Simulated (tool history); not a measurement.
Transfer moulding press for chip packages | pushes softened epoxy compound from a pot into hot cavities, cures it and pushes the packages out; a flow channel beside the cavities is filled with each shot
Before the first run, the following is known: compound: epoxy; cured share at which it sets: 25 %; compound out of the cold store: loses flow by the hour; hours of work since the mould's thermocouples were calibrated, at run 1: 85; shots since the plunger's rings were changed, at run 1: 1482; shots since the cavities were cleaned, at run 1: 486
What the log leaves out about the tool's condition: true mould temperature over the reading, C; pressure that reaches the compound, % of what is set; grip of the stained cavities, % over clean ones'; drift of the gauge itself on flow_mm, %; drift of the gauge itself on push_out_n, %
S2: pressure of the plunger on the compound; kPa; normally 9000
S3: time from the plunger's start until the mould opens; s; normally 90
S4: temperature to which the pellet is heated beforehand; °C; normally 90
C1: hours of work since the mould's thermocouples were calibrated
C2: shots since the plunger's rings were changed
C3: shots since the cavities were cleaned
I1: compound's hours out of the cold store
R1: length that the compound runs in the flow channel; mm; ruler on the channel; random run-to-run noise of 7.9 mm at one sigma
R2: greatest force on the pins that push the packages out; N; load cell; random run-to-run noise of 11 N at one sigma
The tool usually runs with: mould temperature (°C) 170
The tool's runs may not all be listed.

{"run": 1, "hour": 0.0, "mould temperature (°C)": 170, "S2": 9000, "S3": 90, "S4": 90, "C1": 85, "C2": 1482, "C3": 486, "I1": 35.3, "R1": 903, "R2": 878}
{"run": 2, "hour": 8.4, "mould temperature (°C)": 170, "S2": 9000, "S3": 90, "S4": 90, "C1": 91, "C2": 1596, "C3": 600, "I1": 27.5, "R1": 931, "R2": 931}
{"run": 3, "hour": 15.7, "mould temperature (°C)": 170, "S2": 9000, "S3": 90, "S4": 90, "C1": 96, "C2": 1697, "C3": 701, "I1": 16.3, "R1": 946, "R2": 1036}
{"run": 4, "hour": 22.7, "mould temperature (°C)": 170, "S2": 9000, "S3": 90, "S4": 90, "C1": 101, "C2": 1793, "C3": 797, "I1": 8.2, "R1": 963, "R2": 1037}
{"run": 5, "hour": 29.4, "mould temperature (°C)": 170, "S2": 9000, "S3": 90, "S4": 90, "C1": 106, "C2": 1883, "C3": 887, "I1": 36.9, "R1": 902, "R2": 1049}
{"run": 6, "hour": 34.8, "mould temperature (°C)": 170, "S2": 9000, "S3": 90, "S4": 90, "C1": 110, "C2": 1957, "C3": 961, "I1": 38.3, "R1": 889, "R2": 1056}
{"run": 7, "hour": 39.0, "mould temperature (°C)": 170, "S2": 9000, "S3": 90, "S4": 90, "C1": 113, "C2": 2015, "C3": 1019, "I1": 46.9, "R1": 872, "R2": 1040}
{"hour": 44.0, "done": "cavities cleaned with cleaning compound and waxed"}
{"run": 8, "hour": 44.7, "mould temperature (°C)": 170, "S2": 9000, "S3": 90, "S4": 90, "C1": 116, "C2": 2073, "C3": 10, "I1": 16.2, "R1": 953, "R2": 547}
{"run": 9, "hour": 51.0, "mould temperature (°C)": 170, "S2": 8150, "S3": 90, "S4": 90, "C1": 120, "C2": 2159, "C3": 96, "I1": 27.4, "R1": 866, "R2": 610}
{"run": 10, "hour": 55.7, "mould temperature (°C)": 170, "S2": 9000, "S3": 118, "S4": 90, "C1": 123, "C2": 2223, "C3": 160, "I1": 30.8, "R1": 914, "R2": 464}
{"run": 11, "hour": 64.9, "mould temperature (°C)": 169, "S2": 9000, "S3": 82, "S4": 88, "C1": 130, "C2": 2349, "C3": 286, "I1": 29.2, "R1": 925, "R2": 1055}
{"run": 12, "hour": 74.3, "mould temperature (°C)": 171, "S2": 7360, "S3": 74, "S4": 90, "C1": 136, "C2": 2478, "C3": 415, "I1": 18.2, "R1": 840, "R2": 1273}
{"run": 13, "hour": 79.3, "mould temperature (°C)": 167, "S2": 7360, "S3": 74, "S4": 90, "C1": 140, "C2": 2546, "C3": 483, "I1": 14.4, "R1": 856, "R2": 1805}
{"run": 14, "hour": 83.4, "mould temperature (°C)": 175, "S2": 9000, "S3": 73, "S4": 90, "C1": 143, "C2": 2602, "C3": 539, "I1": 42.9, "R1": 865, "R2": 1017}

Below are 5 alternative next runs, each starting from the tool's condition after run 14. Predict each:
{"run": "A", "hour": 90.5, "mould temperature (°C)": 175, "S2": 9000, "S3": 88, "S4": 90, "C1": 148, "C2": 2699, "C3": 636, "I1": 32.2, "R1": "?", "R2": "?"}
{"run": "B", "hour": 90.5, "mould temperature (°C)": 175, "S2": 8750, "S3": 73, "S4": 93, "C1": 148, "C2": 2699, "C3": 636, "I1": 11.1, "R1": "?", "R2": "?"}
{"run": "C", "hour": 90.5, "mould temperature (°C)": 175, "S2": 9000, "S3": 73, "S4": 93, "C1": 148, "C2": 2699, "C3": 636, "I1": 37.7, "R1": "?", "R2": "?"}
{"run": "D", "hour": 90.5, "mould temperature (°C)": 174, "S2": 9000, "S3": 124, "S4": 90, "C1": 148, "C2": 2699, "C3": 636, "I1": 39, "R1": "?", "R2": "?"}
{"run": "E", "hour": 90.5, "mould temperature (°C)": 170, "S2": 9000, "S3": 105, "S4": 81, "C1": 148, "C2": 2699, "C3": 636, "I1": 27.4, "R1": "?", "R2": "?"}

run=A R1=890 R2=702
run=B R1=927 R2=1108
run=C R1=875 R2=1039
run=D R1=876 R2=628
run=E R1=933 R2=722
With the hidden condition removed and each run's random variation left untouched, the same runs would have given:
run=A R1=917 R2=385
run=B R1=956 R2=607
run=C R1=902 R2=566
run=D R1=903 R2=351
run=E R1=961 R2=398
